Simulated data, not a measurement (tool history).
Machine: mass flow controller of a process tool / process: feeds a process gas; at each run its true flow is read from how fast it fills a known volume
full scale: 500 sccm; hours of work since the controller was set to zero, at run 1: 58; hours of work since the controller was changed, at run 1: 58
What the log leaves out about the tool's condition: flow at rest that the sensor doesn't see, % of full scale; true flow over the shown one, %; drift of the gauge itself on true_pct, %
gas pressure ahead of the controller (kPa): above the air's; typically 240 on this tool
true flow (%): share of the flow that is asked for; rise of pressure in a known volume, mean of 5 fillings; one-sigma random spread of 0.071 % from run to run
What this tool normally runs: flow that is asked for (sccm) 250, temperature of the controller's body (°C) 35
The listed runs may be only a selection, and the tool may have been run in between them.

| run | hour | flow that is asked for (sccm) | gas pressure ahead of the controller (kPa) | temperature of the controller's body (°C) | hours of work since the controller was set to zero | hours of work since the controller was changed | true flow (%) |
|---|---|---|---|---|---|---|---|
| 1 | 0 | 250 | 240 | 35 | 58 | 58 | 100.51 |
| 2 | 70.2 | 126 | 240 | 35 | 99 | 99 | 100.47 |
| 3 | 112.6 | 126 | 240 | 35 | 124 | 124 | 100.34 |
| 4 | 191.1 | 126 | 240 | 35 | 170 | 170 | 100.44 |
| 5 | 248.1 | 250 | 240 | 35 | 203 | 203 | 100.59 |
| 6 | 280.7 | 250 | 240 | 35 | 222 | 222 | 100.68 |
| 7 | 354.5 | 250 | 240 | 35 | 265 | 265 | 100.7 |
| 8 | 386.6 | 250 | 240 | 35 | 283 | 283 | 100.57 |
| 9 | 459.6 | 250 | 240 | 35 | 326 | 326 | 100.8 |
| 10 | 498.9 | 105 | 240 | 35 | 349 | 349 | 100.7 |
| 11 | 568 | 105 | 240 | 35 | 389 | 389 | 100.75 |
| 12 | 600.4 | 105 | 240 | 35 | 408 | 408 | 100.8 |
| 13 | 662.9 | 105 | 240 | 35 | 444 | 444 | 100.72 |
| 14 | 738.3 | 105 | 240 | 35 | 488 | 488 | 100.77 |
| 15 | 800.8 | 105 | 240 | 35 | 524 | 524 | 100.87 |
| 16 | 856.8 | 105 | 240 | 35 | 557 | 557 | 100.67 |
| 17 | 901.9 | 250 | 240 | 40 | 583 | 583 | 101.04 |
| 18 | 976.8 | 250 | 240 | 40 | 627 | 627 | 100.98 |
| 19 | 1053.8 | 250 | 240 | 40 | 672 | 672 | 100.99 |
| 20 | 1119.3 | 250 | 240 | 35 | 710 | 710 | 100.94 |
| 21 | 1172.7 | 250 | 240 | 35 | 741 | 741 | 100.93 |
| 22 | 1228.3 | 250 | 240 | 35 | 773 | 773 | 100.8 |
| 23 | 1281.4 | 115 | 240 | 35 | 804 | 804 | 101.07 |
| 24 | 1329.5 | 250 | 140 | 35 | 832 | 832 | 100.24 |
| 25 | 1364.7 | 250 | 140 | 35 | 852 | 852 | 100.35 |
| 26 | 1404.8 | 222 | 164 | 35 | 876 | 876 | 100.59 |
| 27 | 1466.6 | 222 | 164 | 35 | 912 | 912 | 100.64 |
| 28 | 1544.9 | 222 | 164 | 35 | 957 | 957 | 100.48 |
| 29 | 1597.6 | 111 | 250 | 35 | 988 | 988 | 101.29 |
| 30 | 1657.4 | 111 | 250 | 35 | 1023 | 1023 | 101.42 |
| 31 | 1688.9 | 250 | 207 | 35 | 1041 | 1041 | 100.8 |
| 32 | 1741.8 | 185 | 271 | 35 | 1072 | 1072 | 101.38 |
| 33 | 1783.9 | 116 | 271 | 35 | 1096 | 1096 | 101.45 |
| 34 | 1823.4 | 141 | 142 | 35 | 1119 | 1119 | 100.6 |
| 35 | 1901.2 | 141 | 142 | 35 | 1165 | 1165 | 100.62 |
| 36 | 1934.3 | 141 | 142 | 35 | 1184 | 1184 | 100.67 |
| 37 | 1977 | 232 | 152 | 38 | 1209 | 1209 | 100.75 |
| 38 | 2037 | 153 | 240 | 24 | 1244 | 1244 | 100.81 |
| 39 | 2087.4 | 153 | 211 | 22 | 1273 | 1273 | 100.54 |
| 40 | 2119.7 | 242 | 146 | 30 | 1292 | 1292 | 100.37 |
| 41 | 2182 | 92 | 144 | 30 | 1328 | 1328 | 100.84 |
| 42 | 2219.4 | 136 | 144 | 30 | 1350 | 1350 | 100.48 |
| 43 | 2294.5 | 126 | 144 | 22 | 1394 | 1394 | 100.29 |
| 44 | 2338.1 | 61 | 145 | 22 | 1419 | 1419 | 100.93 |
| 45 | 2373.7 | 250 | 161 | 40 | 1440 | 1440 | 101.05 |
| 46 | 2439.5 | 250 | 161 | 40 | 1478 | 1478 | 101.04 |
| 47 | 2484.5 | 250 | 161 | 40 | 1504 | 1504 | 101.21 |

Predict each of these 4 candidate next runs independently; none follows another, all start after run 47:
| A | 2545.9 | 156 | 161 | 24 | 1540 | 1540 | ? |
| B | 2545.9 | 95 | 161 | 33 | 1540 | 1540 | ? |
| C | 2545.9 | 183 | 240 | 35 | 1540 | 1540 | ? |
| D | 2545.9 | 59 | 146 | 37 | 1540 | 1540 | ? |

| run | true flow (%) |
|---|---|
| A | 100.58 |
| B | 101.21 |
| C | 101.38 |
| D | 101.81 |
Had the tool no hidden state, the same runs would have come out as:
| run | true flow (%) |
|---|---|
| A | 99.46 |
| B | 99.7 |
| C | 100.35 |
| D | 99.7 |

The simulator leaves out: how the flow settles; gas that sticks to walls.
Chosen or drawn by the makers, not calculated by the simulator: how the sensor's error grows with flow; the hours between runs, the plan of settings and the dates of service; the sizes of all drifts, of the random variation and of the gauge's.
